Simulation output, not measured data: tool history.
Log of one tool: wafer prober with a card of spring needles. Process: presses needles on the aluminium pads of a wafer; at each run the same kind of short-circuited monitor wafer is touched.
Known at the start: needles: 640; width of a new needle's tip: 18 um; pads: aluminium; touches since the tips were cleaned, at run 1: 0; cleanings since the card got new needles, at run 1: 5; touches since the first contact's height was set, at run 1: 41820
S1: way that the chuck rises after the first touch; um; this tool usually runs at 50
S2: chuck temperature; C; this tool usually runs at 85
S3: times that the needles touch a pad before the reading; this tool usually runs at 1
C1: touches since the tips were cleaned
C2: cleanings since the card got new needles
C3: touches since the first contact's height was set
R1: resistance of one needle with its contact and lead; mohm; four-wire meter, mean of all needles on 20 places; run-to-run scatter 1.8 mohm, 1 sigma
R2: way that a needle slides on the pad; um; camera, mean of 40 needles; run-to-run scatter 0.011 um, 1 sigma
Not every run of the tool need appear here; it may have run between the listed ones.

run    day  S1  S2  S3    C1  C2     C3   R1    R2
  1  0.000  50  85   1     0   5  41820  211  8.82
  2  0.342  50  85   1  3088   5  44908  351  8.82
  3  0.579  50  85   1  5231   5  47051  394  8.86
     0.804  -- tips cleaned on abrasive film
  4  0.846  50  90   1   364   6  49416  238  8.81
  5  1.200  50  90   1  3541   6  52593  360  8.83
     1.238  -- height of the first contact set anew
     1.612  -- tips cleaned on abrasive film
  6  1.612  50  90   1     0   7   3345  209  8.77
  7  1.975  50  85   1  3263   7   6608  359  8.76
  8  2.325  37  84   2  6424   7   9769  434  6.44

Run 9 is up next; what results do you expect?
     2.421  -- tips cleaned on abrasive film
  9  2.554  31  85   1  1195   8  11798   ?   ?

{"run 9": {"R1": 411, "R2": 5.34}}
Had the tool carried no hidden state, the very same run would have given R1 199 mohm, R2 5.52 um.
